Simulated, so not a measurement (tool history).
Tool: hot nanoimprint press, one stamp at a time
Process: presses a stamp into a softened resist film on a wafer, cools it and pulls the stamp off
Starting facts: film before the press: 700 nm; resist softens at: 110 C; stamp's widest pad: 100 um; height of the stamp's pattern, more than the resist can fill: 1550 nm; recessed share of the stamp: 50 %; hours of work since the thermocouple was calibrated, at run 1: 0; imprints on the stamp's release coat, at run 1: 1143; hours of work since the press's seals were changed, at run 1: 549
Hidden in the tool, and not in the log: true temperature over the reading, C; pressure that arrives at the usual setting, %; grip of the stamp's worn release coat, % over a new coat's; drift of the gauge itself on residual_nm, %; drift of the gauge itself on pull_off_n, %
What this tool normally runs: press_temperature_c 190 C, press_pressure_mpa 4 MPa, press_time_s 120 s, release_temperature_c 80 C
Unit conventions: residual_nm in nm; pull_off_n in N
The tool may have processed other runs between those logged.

run,day,press_temperature_c,press_pressure_mpa,press_time_s,release_temperature_c,hours of work since the thermocouple was calibrated,imprints on the stamp's release coat,hours of work since the press's seals were changed,residual_nm,pull_off_n
1,0,190,4,120,80,0,1143,549,322.7,202
2,1.496,190,4,158,80,20,1248,569,290.7,204
# day 2.296: stamp cleaned and given a new release coat
3,3.996,190,4.53,158,80,50,120,599,275.1,186
4,6.021,190,4.53,158,80,77,262,626,274.7,187
5,8.117,190,4.53,158,80,105,410,654,273.4,191
6,9.825,190,4.53,80,80,128,530,677,355.3,192
7,10.967,190,4,120,80,143,611,692,322.1,193
8,13.121,190,4.1,120,80,172,762,721,318.2,194
9,15.408,190,4.1,120,80,203,923,752,317.6,196
10,16.596,190,4.1,120,80,219,1007,768,318.9,200
11,18.433,193,4.1,120,80,243,1137,792,286.6,201
# day 20.675: stamp cleaned and given a new release coat
12,21.225,190,4.52,120,80,277,39,826,305.6,184
13,22.783,190,4,120,80,298,149,847,320.7,183
# day 23.117: plate thermocouple calibrated
14,24.996,190,4,120,80,25,296,875,316.7,186
15,26.646,200,4,120,80,47,412,897,222.4,185
16,27.704,200,4,120,80,61,486,911,222,187
17,29.792,200,2.53,120,80,89,633,939,273.5,187
18,32.354,188,4,120,81,124,814,974,339.1,189
19,34.688,202,3.78,75,80,155,978,1005,258.2,194

What will run 20 give?
# day 35.038: plate thermocouple calibrated, once more
20,36.096,190,4,220,80,14,1069,1022,?,?

residual_nm: 259.3 nm
pull_off_n: 200 N
Were there no unlogged condition in the tool, this run, its random variation unchanged, would have produced residual_nm 247.5 nm, pull_off_n 182 N.

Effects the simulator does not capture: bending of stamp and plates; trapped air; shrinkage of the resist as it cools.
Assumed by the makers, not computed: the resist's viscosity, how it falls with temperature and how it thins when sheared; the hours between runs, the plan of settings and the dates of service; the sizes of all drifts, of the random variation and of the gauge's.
